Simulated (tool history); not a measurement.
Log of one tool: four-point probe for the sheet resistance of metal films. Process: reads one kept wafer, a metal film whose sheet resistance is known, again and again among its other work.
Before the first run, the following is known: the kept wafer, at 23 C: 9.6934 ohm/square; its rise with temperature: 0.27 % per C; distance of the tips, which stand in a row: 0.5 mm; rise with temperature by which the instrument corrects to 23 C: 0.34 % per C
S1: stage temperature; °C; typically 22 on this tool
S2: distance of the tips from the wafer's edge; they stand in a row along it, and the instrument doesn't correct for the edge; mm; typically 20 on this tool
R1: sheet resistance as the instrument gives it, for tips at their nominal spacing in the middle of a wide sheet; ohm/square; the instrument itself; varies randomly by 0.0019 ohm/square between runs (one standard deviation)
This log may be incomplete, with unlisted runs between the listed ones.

Run 1, hour 0.0: usual settings. Result: R1 9.730483 ohm/square.
Run 2, hour 9.0: usual settings. Result: R1 9.737081 ohm/square.
Run 3, hour 15.3: usual settings but S1 19 °C. Result: R1 9.756027 ohm/square.
Run 4, hour 26.1: usual settings but S1 29 °C. Result: R1 9.682930 ohm/square.
Run 5, hour 33.9: usual settings but S1 29 °C. Result: R1 9.684040 ohm/square.
Run 6, hour 49.3: usual settings but S2 50 mm. Result: R1 9.730860 ohm/square.
Run 7, hour 64.6: usual settings but S2 50 mm. Result: R1 9.727576 ohm/square.
Run 8, hour 77.2: usual settings but S2 45 mm. Result: R1 9.730261 ohm/square.
Run 9, hour 87.6: usual settings but S2 45 mm. Result: R1 9.731157 ohm/square.
At hour 89.2: stage's thermometer calibrated.
Run 10, hour 96.3: usual settings but S2 45 mm. Result: R1 9.729045 ohm/square.
Run 11, hour 110.4: usual settings but S2 56 mm. Result: R1 9.730189 ohm/square.
Run 12, hour 119.2: usual settings but S2 56 mm. Result: R1 9.730564 ohm/square.
Run 13, hour 127.9: usual settings but S2 56 mm. Result: R1 9.727293 ohm/square.
Run 14, hour 135.4: usual settings but S1 28 °C, S2 56 mm. Result: R1 9.687542 ohm/square.
At hour 145.4: stage's thermometer calibrated, once more.
Run 15, hour 149.9: usual settings. Result: R1 9.736343 ohm/square.
Run 16, hour 161.2: usual settings but S1 23 °C, S2 70 mm. Result: R1 9.720889 ohm/square.
Run 17, hour 167.8: usual settings but S1 23 °C, S2 70 mm. Result: R1 9.723505 ohm/square.
Run 18, hour 179.1: usual settings but S1 24 °C, S2 10 mm. Result: R1 9.731126 ohm/square.
Run 19, hour 190.1: usual settings but S1 24 °C, S2 10 mm. Result: R1 9.729757 ohm/square.
Run 20, hour 196.9: usual settings but S1 24 °C, S2 10 mm. Result: R1 9.728497 ohm/square.
Run 21, hour 206.0: usual settings but S1 24 °C, S2 10 mm. Result: R1 9.728371 ohm/square.
Run 22, hour 218.6: usual settings but S1 24 °C, S2 10 mm. Result: R1 9.728123 ohm/square.
Run 23, hour 226.7: usual settings but S1 26 °C, S2 6 mm. Result: R1 9.734199 ohm/square.
Run 24, hour 239.9: usual settings but S1 25 °C, S2 6 mm. Result: R1 9.743309 ohm/square.
Run 25, hour 254.6: usual settings but S1 25 °C, S2 6 mm. Result: R1 9.745748 ohm/square.
Run 26, hour 268.8: usual settings but S1 30 °C, S2 27 mm. Result: R1 9.672976 ohm/square.
Run 27, hour 282.7: usual settings but S1 20 °C, S2 54 mm. Result: R1 9.748445 ohm/square.
Run 28, hour 290.5: usual settings but S1 27 °C, S2 9 mm. Result: R1 9.708763 ohm/square.
Run 29, hour 303.7: usual settings but S1 27 °C, S2 38 mm. Result: R1 9.696285 ohm/square.
Run 30, hour 310.2: usual settings but S1 27 °C, S2 5 mm. Result: R1 9.744112 ohm/square.

For some of the steps in R1 from one run to the next: how much would appear even if the tool had no hidden state, given the settings, what came in and random variation, and how much remains for the hidden state plus any gauge scatter that the measured result and the result without hidden state don't share?
The hidden state here: inner tips' distance over the nominal, %; tips' flats over new ones', %; wafer's true temperature over the reading, C; drift of the gauge itself on sheet_ohm, %.
Run 3 -> 4: S1 19 -> 29. R1 -0.073097 ohm/square: hidden state -0.000154, all else -0.072943.
Run 9 -> 10: stage's thermometer calibrated. R1 -0.002112 ohm/square: hidden state +0.000827, all else -0.002939.
Run 14 -> 15: S1 28 -> 22, S2 56 -> 20, stage's thermometer calibrated, once more. R1 +0.048801 ohm/square: hidden state -0.002566, all else +0.051367.
Run 25 -> 26: S1 25 -> 30, S2 6 -> 27. R1 -0.072772 ohm/square: hidden state -0.000057, all else -0.072715.
Run 26 -> 27: S1 30 -> 20, S2 27 -> 54. R1 +0.075469 ohm/square: hidden state +0.000365, all else +0.075104.
